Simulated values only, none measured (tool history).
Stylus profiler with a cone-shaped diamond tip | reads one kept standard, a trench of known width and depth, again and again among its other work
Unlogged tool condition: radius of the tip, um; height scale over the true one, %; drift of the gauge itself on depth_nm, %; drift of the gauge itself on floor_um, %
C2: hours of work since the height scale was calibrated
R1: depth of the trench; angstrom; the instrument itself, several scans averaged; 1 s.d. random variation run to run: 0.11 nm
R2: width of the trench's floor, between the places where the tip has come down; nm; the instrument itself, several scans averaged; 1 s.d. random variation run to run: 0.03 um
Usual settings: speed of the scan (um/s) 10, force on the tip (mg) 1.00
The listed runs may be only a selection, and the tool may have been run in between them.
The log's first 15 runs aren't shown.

Run 16, hour 684.0: usual settings but force on the tip (mg) 2.93; scans with this tip 1297; C2 101. Result: R1 2030.4 angstrom, R2 28090 nm.
Run 17, hour 714.2: usual settings but force on the tip (mg) 2.93; scans with this tip 1602; C2 125. Result: R1 2030.7 angstrom, R2 28060 nm.
Run 18, hour 737.2: usual settings but force on the tip (mg) 2.93; scans with this tip 1835; C2 143. Result: R1 2029.6 angstrom, R2 28060 nm.
Run 19, hour 791.5: usual settings but force on the tip (mg) 2.93; scans with this tip 2385; C2 186. Result: R1 2029.5 angstrom, R2 28000 nm.
Run 20, hour 824.2: usual settings but force on the tip (mg) 0.45; scans with this tip 2716; C2 212. Result: R1 2007.9 angstrom, R2 27860 nm.
Run 21, hour 854.5: usual settings but force on the tip (mg) 1.05; scans with this tip 3022; C2 235. Result: R1 2014.7 angstrom, R2 27910 nm.
Run 22, hour 888.4: usual settings but speed of the scan (um/s) 25, force on the tip (mg) 0.45; scans with this tip 3365; C2 262. Result: R1 2005.2 angstrom, R2 27770 nm.
Run 23, hour 931.5: usual settings but speed of the scan (um/s) 4, force on the tip (mg) 1.20; scans with this tip 3802; C2 296. Result: R1 2014.7 angstrom, R2 27860 nm.
Run 24, hour 966.1: usual settings but speed of the scan (um/s) 11, force on the tip (mg) 0.49; scans with this tip 4152; C2 323. Result: R1 2008.1 angstrom, R2 27760 nm.
Run 25, hour 1005.6: usual settings but force on the tip (mg) 2.87; scans with this tip 4553; C2 355. Result: R1 2027.7 angstrom, R2 27820 nm.
Run 26, hour 1058.0: usual settings but force on the tip (mg) 2.87; scans with this tip 5083; C2 396. Result: R1 2027.5 angstrom, R2 27690 nm.
Run 27, hour 1091.7: usual settings but speed of the scan (um/s) 2, force on the tip (mg) 1.59; scans with this tip 5424; C2 422. Result: R1 2018.3 angstrom, R2 27730 nm.
Run 28, hour 1143.6: usual settings but speed of the scan (um/s) 3, force on the tip (mg) 0.64; scans with this tip 5949; C2 463. Result: R1 2009.0 angstrom, R2 27590 nm.
Run 29, hour 1169.3: usual settings but speed of the scan (um/s) 3, force on the tip (mg) 1.14; scans with this tip 6209; C2 484. Result: R1 2014.1 angstrom, R2 27580 nm.
Run 30, hour 1209.4: usual settings but speed of the scan (um/s) 3, force on the tip (mg) 1.14; scans with this tip 6615; C2 515. Result: R1 2012.0 angstrom, R2 27560 nm.
Run 31, hour 1248.3: usual settings but speed of the scan (um/s) 12, force on the tip (mg) 1.14; scans with this tip 7009; C2 546. Result: R1 2014.3 angstrom, R2 27520 nm.
Run 32, hour 1288.8: usual settings but speed of the scan (um/s) 15, force on the tip (mg) 2.78; scans with this tip 7419; C2 578. Result: R1 2025.6 angstrom, R2 27470 nm.
Run 33, hour 1338.8: usual settings but speed of the scan (um/s) 15, force on the tip (mg) 0.42; scans with this tip 7925; C2 617. Result: R1 2005.5 angstrom, R2 27390 nm.
Run 34, hour 1377.0: usual settings but speed of the scan (um/s) 6; scans with this tip 8312; C2 647. Result: R1 2010.9 angstrom, R2 27460 nm.
Run 35, hour 1404.4: usual settings but speed of the scan (um/s) 26; scans with this tip 8589; C2 669. Result: R1 2008.8 angstrom, R2 27330 nm.
Run 36, hour 1460.2: usual settings but speed of the scan (um/s) 3, force on the tip (mg) 1.24; scans with this tip 9154; C2 713. Result: R1 2012.6 angstrom, R2 27330 nm.
Run 37, hour 1508.0: usual settings but speed of the scan (um/s) 19, force on the tip (mg) 0.86; scans with this tip 9638; C2 751. Result: R1 2008.6 angstrom, R2 27260 nm.

Consider 4 possible next runs. They are alternatives, not a sequence: every one starts from the tool as it was left by run 37. What does each give?
Run A, hour 1560.1: usual settings but force on the tip (mg) 1.25; scans with this tip 10165; C2 792. Result: R1 ?, R2 ?.
Run B, hour 1560.1: usual settings but speed of the scan (um/s) 3; scans with this tip 10165; C2 792. Result: R1 ?, R2 ?.
Run C, hour 1560.1: usual settings but speed of the scan (um/s) 18, force on the tip (mg) 2.18; scans with this tip 10165; C2 792. Result: R1 ?, R2 ?.
Run D, hour 1560.1: usual settings but speed of the scan (um/s) 2, force on the tip (mg) 0.82; scans with this tip 10165; C2 792. Result: R1 ?, R2 ?.

run      R1     R2
  A  2012.3  27280
  B  2009.6  27300
  C  2016.7  27270
  D  2006.7  27300
Without the tool's hidden state the same runs would have given:
run      R1     R2
  A  2017.8  28240
  B  2015.1  28260
  C  2022.2  28230
  D  2012.2  28260

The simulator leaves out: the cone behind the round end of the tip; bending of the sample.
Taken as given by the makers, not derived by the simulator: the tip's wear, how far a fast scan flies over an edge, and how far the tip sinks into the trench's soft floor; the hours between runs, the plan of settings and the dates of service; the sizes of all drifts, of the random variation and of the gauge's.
